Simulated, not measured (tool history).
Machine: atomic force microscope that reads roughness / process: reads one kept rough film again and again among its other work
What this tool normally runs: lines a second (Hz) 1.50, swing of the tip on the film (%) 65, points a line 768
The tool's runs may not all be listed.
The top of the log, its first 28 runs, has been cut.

run	hour	lines a second (Hz)	swing of the tip on the film (%)	points a line	roughness of the kept film (nm (root mean square))
29	979.9	0.88	85	324	1.310
30	1020.1	0.88	72	454	1.279
31	1064.2	0.58	58	570	1.209
# hour 1074.6: new tip fitted
32	1093.6	0.58	58	570	1.622
33	1130.7	1.03	80	678	1.392
34	1152.9	2.77	65	881	1.295
35	1195.4	1.18	90	881	1.101
# hour 1228.9: new tip fitted
36	1228.9	1.32	65	857	1.627
37	1269.4	3.77	65	759	1.312
38	1314.9	3.77	65	759	1.195
39	1337.9	1.18	65	309	1.229

Predict the results of run 40:
# hour 1383.6: new tip fitted
40	1384.1	1.18	65	309	?

{"run 40": {"roughness of the kept film (nm (root mean square))": 1.608}}
Were there no unlogged condition in the tool, this run, its random variation unchanged, would have produced roughness of the kept film (nm (root mean square)) 1.617.
